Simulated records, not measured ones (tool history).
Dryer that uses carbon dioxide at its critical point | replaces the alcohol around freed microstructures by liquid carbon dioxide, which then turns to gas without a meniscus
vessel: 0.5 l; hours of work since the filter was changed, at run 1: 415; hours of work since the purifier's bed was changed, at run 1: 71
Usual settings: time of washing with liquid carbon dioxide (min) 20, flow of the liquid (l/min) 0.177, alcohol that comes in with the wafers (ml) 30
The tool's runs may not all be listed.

run   hour  time of washing with liquid carbon dioxide (min)  flow of the liquid (l/min)  alcohol that comes in with the wafers (ml)  hours of work since the filter was changed  hours of work since the purifier's bed was changed  alcohol left in the vessel before it's heated (ppm by volume)
  1      0                                                20                       0.177                                          30                                         415                                                  71                                                            182
  2    8.7                                                20                       0.177                                          28                                         419                                                  75                                                            176
  3   17.7                                                20                       0.177                                          30                                         424                                                  80                                                            190
  4   24.6                                                20                       0.177                                          25                                         427                                                  83                                                            169
  5   32.5                                                20                       0.177                                          25                                         431                                                  87                                                            167
  6     42                                                14                       0.177                                          30                                         435                                                  92                                                           1001
  7   51.5                                                14                       0.177                                          30                                         440                                                  96                                                            996
  8     61                                                14                       0.177                                          30                                         445                                                 101                                                           1000
  9   69.4                                                20                       0.177                                          30                                         449                                                 105                                                            201
 10   79.7                                                20                       0.177                                          30                                         454                                                 110                                                            199
 11   91.2                                                20                       0.177                                          30                                         459                                                 116                                                            205
 12   98.4                                                20                       0.177                                          30                                         463                                                 119                                                            202
 13    105                                                20                       0.177                                          30                                         466                                                 122                                                            217
 14  110.4                                                20                       0.177                                          30                                         469                                                 125                                                            215
 15  120.2                                                20                       0.177                                          59                                         474                                                 130                                                            388
 16  124.9                                                20                       0.139                                          59                                         476                                                 132                                                           1148
 17  130.2                                                20                       0.139                                          59                                         478                                                 135                                                           1222
 18  135.1                                                28                       0.177                                          30                                         481                                                 137                                                             69
 19  143.1                                                20                       0.177                                          30                                         485                                                 141                                                            210
 20  151.2                                                20                       0.177                                          30                                         489                                                 145                                                            217
     154.8  -- inlet filter changed
 21  160.2                                                20                       0.177                                          30                                           3                                                 149                                                            123
 22  168.9                                                20                       0.177                                          30                                           7                                                 153                                                            128
 23  177.5                                                20                       0.177                                          30                                          11                                                 157                                                            125
 24    189                                                20                       0.177                                          30                                          17                                                 163                                                            132
 25  199.1                                                20                       0.177                                          30                                          22                                                 168                                                            136
 26  208.1                                                20                       0.177                                          30                                          26                                                 172                                                            124
 27  216.5                                                20                       0.177                                          22                                          30                                                 176                                                            112
 28  224.1                                                16                       0.199                                          30                                          34                                                 180                                                            227
 29    230                                                20                       0.129                                          51                                          37                                                 183                                                            855
 30  237.1                                                25                       0.136                                          30                                          40                                                 186                                                            158
 31  242.6                                                20                       0.117                                          30                                          43                                                 189                                                            775
 32    254                                                20                       0.117                                          30                                          48                                                 195                                                            778
 33  265.4                                                24                       0.144                                         118                                          54                                                 200                                                            448
 34  272.8                                                30                       0.266                                          30                                          58                                                 204                                                             56
 35  281.8                                                20                       0.223                                          87                                          62                                                 208                                                            110
 36  286.6                                                20                       0.257                                         104                                          64                                                 211                                                             80
 37  291.7                                                20                       0.257                                         104                                          67                                                 213                                                             75
 38  301.9                                                13                       0.159                                          52                                          72                                                 218                                                           2353
 39  310.7                                                25                       0.183                                          30                                          76                                                 222                                                             79
 40  319.8                                                25                       0.124                                          22                                          81                                                 227                                                            200
 41  327.9                                                13                       0.217                                          30                                          85                                                 231                                                            422
 42  335.2                                                12                       0.185                                          21                                          88                                                 234                                                            789
 43    345                                                21                       0.214                                          21                                          93                                                 239                                                             75
 44  350.5                                                21                       0.214                                          21                                          96                                                 242                                                             81
 45  355.9                                                21                       0.214                                          21                                          98                                                 244                                                             78
 46    363                                                16                       0.158                                          37                                         102                                                 248                                                            806

The same runs without the tool's hidden state, with the same run-to-run variation:
The hidden state here: flow that reaches the vessel past the clogged filter, %; alcohol in the recycled carbon dioxide, ppm; drift of the gauge itself on alcohol_ppm, %.
run  alcohol left in the vessel before it's heated (ppm by volume)
  1                                                             83
  2                                                             82
  3                                                             87
  4                                                             77
  5                                                             75
  6                                                            598
  7                                                            589
  8                                                            584
  9                                                             85
 10                                                             80
 11                                                             85
 12                                                             80
 13                                                             93
 14                                                             87
 15                                                            168
 16                                                            606
 17                                                            639
 18                                                             22
 19                                                             77
 20                                                             81
 21                                                             84
 22                                                             85
 23                                                             82
 24                                                             88
 25                                                             90
 26                                                             77
 27                                                             64
 28                                                            170
 29                                                            773
 30                                                            103
 31                                                            693
 32                                                            692
 33                                                            364
 34                                                              3
 35                                                             50
 36                                                             23
 37                                                             18
 38                                                           2148
 39                                                             21
 40                                                            127
 41                                                            328
 42                                                            668
 43                                                             11
 44                                                             17
 45                                                             15
 46                                                            660

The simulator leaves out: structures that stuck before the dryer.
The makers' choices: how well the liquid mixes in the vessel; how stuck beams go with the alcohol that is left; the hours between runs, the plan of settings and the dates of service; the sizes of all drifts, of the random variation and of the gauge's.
